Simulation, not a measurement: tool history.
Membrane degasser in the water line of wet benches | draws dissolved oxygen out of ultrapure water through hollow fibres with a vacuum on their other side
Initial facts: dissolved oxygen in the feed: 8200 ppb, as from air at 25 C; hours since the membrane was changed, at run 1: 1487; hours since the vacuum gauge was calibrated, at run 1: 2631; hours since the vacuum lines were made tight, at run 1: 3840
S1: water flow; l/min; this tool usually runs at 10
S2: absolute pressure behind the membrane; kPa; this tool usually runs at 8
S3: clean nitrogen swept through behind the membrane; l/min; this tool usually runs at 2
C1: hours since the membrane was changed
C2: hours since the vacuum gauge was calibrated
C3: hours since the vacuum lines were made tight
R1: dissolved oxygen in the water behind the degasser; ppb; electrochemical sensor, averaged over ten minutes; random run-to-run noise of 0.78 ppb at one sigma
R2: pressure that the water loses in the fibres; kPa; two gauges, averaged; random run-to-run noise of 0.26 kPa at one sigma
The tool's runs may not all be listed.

run    hour  S1     S2    S3    C1    C2    C3     R1     R2
  1       0  10      8     2  1487  2631  3840   76.1  69.24
  2   134.6  10      8     2  1622  2765  3975   76.1  69.43
  3   337.4  10      8     2  1825  2968  4178   75.6  69.78
  4   451.2  10      8  1.18  1939  3082  4292  115.9  69.46
  5   606.2  10  10.65     2  2094  3237  4447    106  69.96
  6   732.9  10  10.65     2  2220  3364  4573  108.6   69.8
  7   857.6  10  10.65     2  2345  3488  4698  108.3   69.9
  8  1003.8  10  10.65     2  2491  3634  4844  110.2  69.78
  9  1112.2  10  10.65     2  2600  3743  4953    110  70.14
 10  1217.2  10  10.65     2  2705  3848  5058  109.6  69.78
 11  1412.2  10   7.78     2  2900  4043  5253   73.6  70.45
 12  1605.1  10   7.78     2  3093  4236  5445   73.3  70.65
 13  1822.5  10      8  1.96  3310  4453  5663   78.5  70.71
 14  1932.1   6   5.58  5.25  3420  4563  5772   12.3  42.81
 15  2110.6   7   5.58  4.08  3598  4741  5951   18.6  49.09
 16  2303.5  14  18.62  4.08  3791  4934  6144  165.7  98.66
 17  2453.5  10   5.34  2.92  3941  5084  6294   35.8  70.59
 18  2606.7  10      8   1.9  4094  5237  6447   80.3  70.57
 19  2717.1  10      8   1.9  4205  5348  6557   82.2  71.14
 20  2877.2  10      8   1.9  4365  5508  6718   80.3   70.8

What if the next run were any one of these 5? Each begins from the tool's condition after run 20:
  A  3049.9  13  14.75     2  4537  5681  6890   ?   ?
  B  3049.9   8      8  3.47  4537  5681  6890   ?   ?
  C  3049.9  11   7.97  1.11  4537  5681  6890   ?   ?
  D  3049.9   7      8     2  4537  5681  6890   ?   ?
  E  3049.9   7  11.36  2.61  4537  5681  6890   ?   ?

run     R1     R2
  A  210.5  91.93
  B   39.8  56.83
  C  137.6  78.17
  D   52.1  49.76
  E   65.1  49.88
With no hidden state in the tool, these same runs would have given:
run     R1     R2
  A    200  89.43
  B     36  55.27
  C  127.9  76.05
  D   47.5   48.4
  E   60.3  48.53
